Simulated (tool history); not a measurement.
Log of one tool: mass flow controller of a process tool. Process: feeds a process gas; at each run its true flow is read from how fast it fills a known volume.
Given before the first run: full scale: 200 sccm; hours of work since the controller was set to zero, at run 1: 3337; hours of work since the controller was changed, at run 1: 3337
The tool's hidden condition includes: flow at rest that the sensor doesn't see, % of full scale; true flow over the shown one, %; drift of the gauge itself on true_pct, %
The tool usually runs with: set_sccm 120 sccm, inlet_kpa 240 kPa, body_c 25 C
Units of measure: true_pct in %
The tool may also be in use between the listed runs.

| run | hour | set_sccm | inlet_kpa | body_c | hours of work since the controller was set to zero | hours of work since the controller was changed | true_pct |
|---|---|---|---|---|---|---|---|
| 1 | 0 | 120 | 240 | 25 | 3337 | 3337 | 96.99 |
| 2 | 69.8 | 120 | 240 | 25 | 3367 | 3367 | 97 |
| 3 | 138.1 | 120 | 240 | 25 | 3396 | 3396 | 96.87 |
| 4 | 228.6 | 120 | 240 | 25 | 3434 | 3434 | 96.81 |
| 5 | 329.3 | 120 | 240 | 25 | 3476 | 3476 | 96.64 |
| 6 | 448.1 | 120 | 145 | 25 | 3526 | 3526 | 96.06 |
| 7 | 555.7 | 120 | 197 | 25 | 3571 | 3571 | 96.39 |
| 8 | 671.8 | 120 | 167 | 25 | 3620 | 3620 | 96.15 |
| 9 | 791.2 | 120 | 240 | 25 | 3670 | 3670 | 96.62 |
| 10 | 877.1 | 120 | 240 | 25 | 3706 | 3706 | 96.66 |
| 11 | 949.5 | 120 | 240 | 25 | 3737 | 3737 | 96.54 |
| 12 | 1010.8 | 36 | 240 | 25 | 3763 | 3763 | 93.68 |
| 13 | 1134.5 | 26 | 240 | 25 | 3814 | 3814 | 92.15 |
| 14 | 1258.2 | 26 | 240 | 25 | 3867 | 3867 | 92.1 |
| 15 | 1376.6 | 26 | 248 | 25 | 3916 | 3916 | 92.03 |
| 16 | 1496.2 | 166 | 162 | 25 | 3967 | 3967 | 96.35 |
| 17 | 1591.9 | 78 | 178 | 23 | 4007 | 4007 | 95.03 |
|  | 1604.6 | controller's zero set anew |
| 18 | 1687 | 78 | 178 | 23 | 35 | 4047 | 93.79 |

What will run 19 give?
| 19 | 1805.3 | 78 | 178 | 28 | 84 | 4096 | ? |

For run 19 the tool returned true_pct 93.81 %.
Had the tool carried no hidden state, the very same run would have given true_pct 99.31 %.
